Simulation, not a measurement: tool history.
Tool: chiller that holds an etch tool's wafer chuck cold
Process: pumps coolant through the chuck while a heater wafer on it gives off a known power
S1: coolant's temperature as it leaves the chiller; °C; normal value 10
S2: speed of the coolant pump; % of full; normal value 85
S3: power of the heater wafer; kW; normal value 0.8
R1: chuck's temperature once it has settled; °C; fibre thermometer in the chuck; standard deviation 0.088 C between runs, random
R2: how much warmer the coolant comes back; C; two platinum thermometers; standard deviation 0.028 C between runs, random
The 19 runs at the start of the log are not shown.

run 20 day=116.975 | S1=10 S2=76 S3=0.773 | R1=15.49 R2=2.37
run 21 day=120.471 | S1=10 S2=71 S3=0.436 | R1=13.42 R2=1.47
run 22 day=124.167 | S1=8 S2=78 S3=0.663 | R1=12.5 R2=1.98
run 23 day=131.329 | S1=4 S2=98 S3=0.866 | R1=8.61 R2=1.97
run 24 day=135.246 | S1=13 S2=75 S3=0.878 | R1=19.07 R2=2.65
run 25 day=140.171 | S1=13 S2=75 S3=0.878 | R1=19.05 R2=2.74
run 26 day=145.904 | S1=13 S2=75 S3=0.878 | R1=19.29 R2=2.69
run 27 day=149.579 | S1=14 S2=75 S3=0.878 | R1=20.27 R2=2.73
run 28 day=153.371 | S1=14 S2=75 S3=0.878 | R1=20.2 R2=2.74
run 29 day=158.258 | S1=14 S2=75 S3=0.74 | R1=19.28 R2=2.35
run 30 day=164.496 | S1=14 S2=75 S3=0.74 | R1=19.4 R2=2.27
run 31 day=168.075 | S1=14 S2=75 S3=0.74 | R1=19.3 R2=2.31
-- day=172.262 chiller's thermometer calibrated
run 32 day=173.242 | S1=14 S2=75 S3=0.74 | R1=19.32 R2=2.25

Branching from run 32: 4 alternative next runs. What would each branch give?
run A day=180.788 | S1=7 S2=86 S3=0.481 | R1=? R2=?
run B day=180.788 | S1=0 S2=68 S3=0.815 | R1=? R2=?
run C day=180.788 | S1=19 S2=75 S3=0.439 | R1=? R2=?
run D day=180.788 | S1=4 S2=85 S3=0.8 | R1=? R2=?

run=A R1=10.14 R2=1.35
run=B R1=6.68 R2=2.83
run=C R1=22.11 R2=1.38
run=D R1=9.32 R2=2.13
Without the tool's hidden state the same runs would have given:
run=A R1=9.8 R2=1.23
run=B R1=5.93 R2=2.56
run=C R1=21.75 R2=1.25
run=D R1=8.73 R2=1.92
